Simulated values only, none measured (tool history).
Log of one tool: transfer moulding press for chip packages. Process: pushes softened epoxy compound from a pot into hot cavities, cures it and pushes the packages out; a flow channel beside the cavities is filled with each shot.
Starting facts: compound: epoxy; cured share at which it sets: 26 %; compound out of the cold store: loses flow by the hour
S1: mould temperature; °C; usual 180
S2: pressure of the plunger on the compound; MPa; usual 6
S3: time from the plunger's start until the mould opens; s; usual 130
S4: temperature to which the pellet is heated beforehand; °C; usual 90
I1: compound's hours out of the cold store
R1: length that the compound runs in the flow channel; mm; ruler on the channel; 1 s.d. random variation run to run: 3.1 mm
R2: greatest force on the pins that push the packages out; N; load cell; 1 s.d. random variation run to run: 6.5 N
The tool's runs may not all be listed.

run 1 hour=0 | S1=180 S2=6 S3=130 S4=90 | I1=33.1 | R1=647 R2=425
-- hour=3.3 cavities cleaned with cleaning compound and waxed
run 2 hour=11.4 | S1=180 S2=6 S3=130 S4=90 | I1=28 | R1=671 R2=476
run 3 hour=22.3 | S1=180 S2=6 S3=130 S4=90 | I1=20.4 | R1=697 R2=498
run 4 hour=27.7 | S1=180 S2=6 S3=130 S4=90 | I1=14 | R1=715 R2=496
run 5 hour=35.8 | S1=180 S2=6 S3=130 S4=90 | I1=42.3 | R1=616 R2=477
run 6 hour=43.4 | S1=180 S2=6 S3=130 S4=90 | I1=22 | R1=685 R2=476
run 7 hour=49.8 | S1=180 S2=6 S3=130 S4=90 | I1=20.2 | R1=689 R2=481
-- hour=52.9 cavities cleaned with cleaning compound and waxed, once more
run 8 hour=60.8 | S1=180 S2=6.46 S3=130 S4=90 | I1=33.2 | R1=672 R2=295
run 9 hour=67.4 | S1=180 S2=6.46 S3=130 S4=90 | I1=20.5 | R1=712 R2=324
run 10 hour=75.5 | S1=180 S2=6.46 S3=130 S4=90 | I1=25.9 | R1=696 R2=334
run 11 hour=84 | S1=180 S2=6.83 S3=130 S4=90 | I1=46 | R1=645 R2=359
run 12 hour=90 | S1=180 S2=6.83 S3=130 S4=90 | I1=34.3 | R1=680 R2=365
run 13 hour=101 | S1=180 S2=6 S3=138 S4=90 | I1=25.3 | R1=668 R2=384
run 14 hour=105.5 | S1=180 S2=6 S3=130 S4=90 | I1=27 | R1=659 R2=389
run 15 hour=115.7 | S1=180 S2=5.61 S3=130 S4=93 | I1=43.1 | R1=587 R2=402
run 16 hour=120.9 | S1=180 S2=5.61 S3=130 S4=93 | I1=24.4 | R1=642 R2=419
-- hour=124.5 cavities cleaned with cleaning compound and waxed
run 17 hour=132.9 | S1=180 S2=5.61 S3=125 S4=93 | I1=23.9 | R1=647 R2=312
run 18 hour=142.1 | S1=183 S2=5.39 S3=113 S4=90 | I1=9.6 | R1=674 R2=344
run 19 hour=149.2 | S1=183 S2=5.39 S3=113 S4=90 | I1=45.9 | R1=559 R2=339
-- hour=154 plunger's sealing rings changed
run 20 hour=162.7 | S1=179 S2=5.36 S3=130 S4=90 | I1=30.4 | R1=671 R2=382

4 ways to go on from here, each from the tool as it stands after run 20. What would each give?
run A hour=169 | S1=186 S2=4.51 S3=130 S4=83 | I1=43.3 | R1=? R2=?
run B hour=169 | S1=181 S2=5.36 S3=141 S4=84 | I1=14 | R1=? R2=?
run C hour=169 | S1=180 S2=6.07 S3=124 S4=83 | I1=22.6 | R1=? R2=?
run D hour=169 | S1=179 S2=6.81 S3=147 S4=87 | I1=46.7 | R1=? R2=?

run=A R1=565 R2=350
run=B R1=722 R2=376
run=C R1=744 R2=393
run=D R1=702 R2=355
With the hidden condition removed and each run's random variation left untouched, the same runs would have given:
run=A R1=569 R2=247
run=B R1=727 R2=269
run=C R1=749 R2=283
run=D R1=708 R2=253
